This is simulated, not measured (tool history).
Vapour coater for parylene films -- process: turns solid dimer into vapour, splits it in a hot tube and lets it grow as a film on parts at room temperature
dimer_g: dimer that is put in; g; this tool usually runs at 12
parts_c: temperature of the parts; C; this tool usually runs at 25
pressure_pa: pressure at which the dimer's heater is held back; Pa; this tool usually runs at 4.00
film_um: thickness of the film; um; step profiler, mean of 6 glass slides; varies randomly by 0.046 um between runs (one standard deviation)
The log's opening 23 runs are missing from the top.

run   hour  dimer_g  parts_c  pressure_pa  film_um
 24  286.6       15       20         2.03     9.25
 25  300.5       19       27         9.90     7.50
 26  317.1       12       29        11.43     4.26
 27  330.4        7       24         6.76     3.21
 28  338.0       10       36         4.00     2.95
 29  355.8       10       19         2.12     6.23
 30  368.7       10       19         2.12     6.26
     376.8  -- trap's valve overhauled, once more
 31  383.8       10       19         2.12     7.13
 32  399.2       21       19         2.12    14.99
 33  411.2       11       18         4.00     7.84
 34  420.4       11       18         4.00     7.77
 35  431.5       12       32         6.33     4.57
 36  440.7       12       32         6.33     4.61
 37  458.6       12       32         6.33     4.55
 38  475.1       13       29         2.58     6.07
 39  488.5       12       20         4.00     7.85
 40  504.5       12       34         9.60     4.10
 41  515.5        9       21         2.64     5.76
 42  527.7        6       25         7.33     2.93
 43  544.3        6       25         7.33     2.97
 44  560.2        6       25         7.33     2.99
 45  577.5        6       25         5.36     3.01
 46  595.2       19       26         4.00     9.58

Each row is a separate what-if for the run after 46, all from the same tool condition, not one after another. Results?
  A  609.3       12       26         4.00        ?
  B  609.3       13       33         6.64        ?
  C  609.3       19       28         4.95        ?
  D  609.3       10       25         4.00        ?
  E  609.3        8       19         2.30        ?

run  film_um
  A     5.93
  B     4.66
  C     8.48
  D     5.21
  E     5.67
Without the tool's hidden state the same runs would have given:
run  film_um
  A     6.14
  B     4.84
  C     8.79
  D     5.40
  E     5.87
